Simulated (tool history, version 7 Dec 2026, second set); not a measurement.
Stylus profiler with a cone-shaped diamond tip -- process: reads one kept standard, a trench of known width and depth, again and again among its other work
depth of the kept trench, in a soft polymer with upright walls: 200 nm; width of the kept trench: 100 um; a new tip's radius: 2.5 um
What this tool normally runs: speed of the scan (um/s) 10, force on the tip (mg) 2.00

run,hour,speed of the scan (um/s),force on the tip (mg),depth of the trench (nm),width of the trench's floor (nm)
1,0.0,10,2.00,201.79,97180
2,90.1,10,2.00,201.71,97140
3,167.5,10,2.00,201.76,97030
4,242.3,10,2.00,201.65,97050
5,281.7,10,2.00,201.63,97030
6,324.9,10,2.00,201.59,97090
7,412.6,10,2.00,201.54,97010
8,454.7,10,0.99,200.88,97010
9,505.3,2,2.00,201.58,97010
10,595.3,2,2.00,201.47,96980
11,654.8,10,3.57,202.23,96980
12,743.4,10,3.57,202.29,96820
13,802.1,10,2.00,201.36,96890
14,855.1,10,1.29,200.93,96830
15,899.8,12,1.29,200.89,96860
16,986.9,2,1.09,200.76,96830
17,1035.5,2,1.09,200.71,96850
18,1088.2,9,4.42,202.44,96770
19,1134.5,2,0.86,200.50,96800
20,1218.6,2,0.86,200.39,96760
21,1299.2,18,4.46,202.40,96720
22,1387.4,7,2.89,201.54,96670
23,1431.2,7,2.89,201.55,96690
24,1514.6,7,2.89,201.53,96710
25,1594.7,7,2.89,201.48,96590
# hour 1645.6: height scale calibrated on a step standard
26,1680.8,7,1.33,201.36,96600
27,1731.4,7,1.33,201.37,96600
28,1779.7,2,0.71,200.88,96550
29,1863.0,13,2.91,202.25,96500

Each row is a separate what-if for the run after 29, all from the same tool condition, not one after another. Results?
A,1917.2,30,2.64,?,?
B,1917.2,5,2.00,?,?
C,1917.2,13,2.44,?,?
D,1917.2,18,4.36,?,?
E,1917.2,37,2.55,?,?

run,depth of the trench (nm),width of the trench's floor (nm)
A,202.07,96400
B,201.72,96540
C,201.99,96510
D,202.94,96530
E,201.98,96460
Without the tool's unlogged condition, the same runs would have read:
run,depth of the trench (nm),width of the trench's floor (nm)
A,202.14,97900
B,201.79,98030
C,202.07,98000
D,203.02,98030
E,202.06,97960
